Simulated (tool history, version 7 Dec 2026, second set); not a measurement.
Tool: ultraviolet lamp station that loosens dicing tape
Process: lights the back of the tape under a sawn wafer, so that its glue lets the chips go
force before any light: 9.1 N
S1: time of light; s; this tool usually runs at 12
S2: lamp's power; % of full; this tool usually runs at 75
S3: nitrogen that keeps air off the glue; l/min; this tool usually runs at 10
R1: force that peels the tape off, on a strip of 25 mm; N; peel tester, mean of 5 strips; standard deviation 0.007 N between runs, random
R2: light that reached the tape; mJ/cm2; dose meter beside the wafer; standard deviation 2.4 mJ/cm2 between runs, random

run   hour  S1  S2  S3     R1   R2
  1      0  12  75  10  0.242  270
  2   42.4  12  75  10  0.248  269
  3   93.6  12  75  10  0.242  269
  4  137.8  12  75  10  0.246  270
  5  159.2  12  75   4   0.59  270
  6  190.5  12  75   4  0.581  268
  7  229.9  12  64  10  0.397  228
  8  259.6   7  64  10  1.303  134
  9  282.6   7  64  10  1.354  135
 10  333.7   7  64  10  1.328  131
 11  356.4  10  75  10  0.416  224
 12  390.6  10  75  10  0.418  227
 13  431.9  12  75  10  0.246  272
     441.2  -- window cleaned of glue's vapour
 14  459.9  12  75   7  0.346  273
 15  502.3  19  75   7  0.097  425
 16  550.7  12  77  10  0.224  280
 17  574.7  12  77  10  0.241  281
 18  604.6  12  75  10  0.246  271
 19  640.8  12  75  10   0.25  269
 20  687.2  12  75  10  0.244  270
 21  708.1  12  75  10  0.239  271
 22  733.4  12  75  10   0.25  271
 23    769  12  75  10  0.238  270

Run 24 comes next. What will it give?
 24  796.1  13  80  10   ?   ?

R1: 0.169 N
R2: 307 mJ/cm2
On a tool with no hidden condition, and with the same random variation, this run would have come out at R1 0.168 N, R2 308 mJ/cm2.
